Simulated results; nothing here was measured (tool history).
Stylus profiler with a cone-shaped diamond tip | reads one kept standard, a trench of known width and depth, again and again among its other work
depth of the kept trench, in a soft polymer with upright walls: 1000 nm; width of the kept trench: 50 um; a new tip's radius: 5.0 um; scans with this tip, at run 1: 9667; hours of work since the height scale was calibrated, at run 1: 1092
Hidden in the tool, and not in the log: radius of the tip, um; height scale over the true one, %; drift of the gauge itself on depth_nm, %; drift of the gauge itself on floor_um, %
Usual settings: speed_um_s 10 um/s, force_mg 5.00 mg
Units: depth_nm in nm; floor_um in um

| run | hour | speed_um_s | force_mg | scans with this tip | hours of work since the height scale was calibrated | depth_nm | floor_um |
|---|---|---|---|---|---|---|---|
| 1 | 0.0 | 10 | 5.00 | 9667 | 1092 | 1015.61 | 42.88 |
| 2 | 110.0 | 29 | 5.00 | 10166 | 1149 | 1015.71 | 42.81 |
| 3 | 250.1 | 3 | 5.00 | 10802 | 1220 | 1015.24 | 42.75 |
| 4 | 363.9 | 10 | 5.00 | 11318 | 1279 | 1015.15 | 42.73 |
| 5 | 466.9 | 10 | 5.00 | 11785 | 1332 | 1014.91 | 42.59 |
| 6 | 552.2 | 10 | 5.00 | 12173 | 1375 | 1014.95 | 42.59 |
| 7 | 683.0 | 10 | 5.00 | 12766 | 1442 | 1014.84 | 42.52 |
| 8 | 765.6 | 18 | 5.00 | 13141 | 1485 | 1014.58 | 42.60 |
| 9 | 847.6 | 18 | 5.00 | 13513 | 1527 | 1014.37 | 42.48 |
| 10 | 980.1 | 18 | 5.00 | 14114 | 1595 | 1014.42 | 42.44 |
| 11 | 1090.1 | 11 | 2.51 | 14614 | 1651 | 1007.95 | 42.35 |
| 12 | 1180.2 | 37 | 5.99 | 15022 | 1697 | 1016.43 | 42.25 |
| 13 | 1286.2 | 2 | 7.75 | 15503 | 1752 | 1019.94 | 42.27 |
| 14 | 1394.4 | 2 | 3.47 | 15994 | 1807 | 1010.11 | 42.22 |

Forecast each of these 4 alternatives for the next run:
| A | 1484.1 | 7 | 2.31 | 16401 | 1853 | ? | ? |
| B | 1484.1 | 15 | 2.69 | 16401 | 1853 | ? | ? |
| C | 1484.1 | 23 | 10.23 | 16401 | 1853 | ? | ? |
| D | 1484.1 | 7 | 13.08 | 16401 | 1853 | ? | ? |

| run | depth_nm | floor_um |
|---|---|---|
| A | 1006.46 | 42.24 |
| B | 1007.94 | 42.20 |
| C | 1024.44 | 42.17 |
| D | 1028.82 | 42.22 |
Without the tool's hidden state the same runs would have given:
| run | depth_nm | floor_um |
|---|---|---|
| A | 1010.03 | 44.04 |
| B | 1011.52 | 44.00 |
| C | 1028.08 | 43.96 |
| D | 1032.48 | 44.02 |
